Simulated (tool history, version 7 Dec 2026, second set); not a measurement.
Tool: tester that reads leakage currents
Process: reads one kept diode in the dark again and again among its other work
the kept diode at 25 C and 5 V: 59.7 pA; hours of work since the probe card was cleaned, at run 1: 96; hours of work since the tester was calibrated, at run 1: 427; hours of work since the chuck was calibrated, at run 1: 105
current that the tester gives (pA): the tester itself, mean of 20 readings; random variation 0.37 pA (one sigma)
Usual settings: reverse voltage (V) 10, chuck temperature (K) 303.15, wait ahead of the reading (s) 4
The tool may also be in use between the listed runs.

run,hour,reverse voltage (V),chuck temperature (K),wait ahead of the reading (s),hours of work since the probe card was cleaned,hours of work since the tester was calibrated,hours of work since the chuck was calibrated,current that the tester gives (pA)
1,0,10,303.15,4,96,427,105,120.26
2,24.6,10,303.15,4,115,446,124,119.79
3,53.1,10,303.15,4,136,467,145,119.71
4,78.1,10,329.15,4,155,486,164,647.86
5,98.3,10,329.15,4,170,501,179,639.65
6,130.9,10,329.15,4,194,525,203,645.5
7,146.3,10,329.15,4,206,537,215,639.88
8,168.5,10,315.15,4,223,554,232,267.98
9,190.7,10,332.15,4,239,570,248,765.54
10,209.5,10,332.15,4,253,584,262,761.67
11,224.6,10,332.15,4,265,596,274,765.75
12,245.1,10,303.15,4,280,611,289,118.74
13,266.1,10,303.15,4,296,627,305,119.11
14,293.8,10,303.15,4,317,648,326,118.81
15,319.3,6.9,303.15,4,336,667,345,99.17
16,339.5,6.9,320.15,4,351,682,360,304.49
17,358.5,4,320.15,4,365,696,374,233.12
18,379.9,4,320.15,4,381,712,390,232.68
19,401.9,4,320.15,4,398,729,407,231.45
20,427.5,4,320.15,4,417,748,426,229.64
21,446.3,3.5,293.15,7.57,431,762,440,34
22,460,14.9,320.15,1.47,441,772,450,446.55
23,475.6,7.3,295.15,1.47,453,784,462,58.9
24,491.8,7.3,295.15,1.47,465,796,474,58.73
25,519.2,10,303.15,0.51,486,817,495,123.78
26,542.2,5.1,317.15,1.89,503,834,512,214.03
27,561.6,5.1,317.15,1.89,517,848,526,213.28
28,582.9,1.3,303.15,3.61,533,864,542,42.48
29,604.4,1.3,306.15,3.61,549,880,558,51.86
30,618.9,1,306.15,1.09,560,891,569,45.73
31,635.5,10,318.15,0.44,573,904,582,322.46
32,653,16.3,332.15,0.86,586,917,595,956.31
33,682.8,16.3,332.15,0.86,608,939,617,955.49
34,709.8,12,303.15,0.36,628,959,637,139.13
35,738.6,12,303.15,0.36,650,981,659,138.26
36,764.1,10.8,301.15,0.36,669,1000,678,115.42
37,791.8,10.8,301.15,0.36,690,1021,699,114.69
38,807.5,4.8,304.15,1.22,702,1033,711,87.12
39,824.5,10,303.15,6.18,714,1045,723,117.03
# hour 851.5: chuck's temperature calibrated
40,857.3,5.9,304.15,2.64,738,1069,4,103.08

Hidden state at the last listed run before each entry between runs and at the first one after, where it differs:
Between runs 39 and 40: chuck's temperature calibrated (hour 851.5)
  stray current of the dirty probe card, pA a volt: 0.516 -> 0.533; true chuck temperature over the reading, C: -1.11 -> -0.01
  measured less the result without the state, current that the tester gives (pA): -4.25 -> +2.84
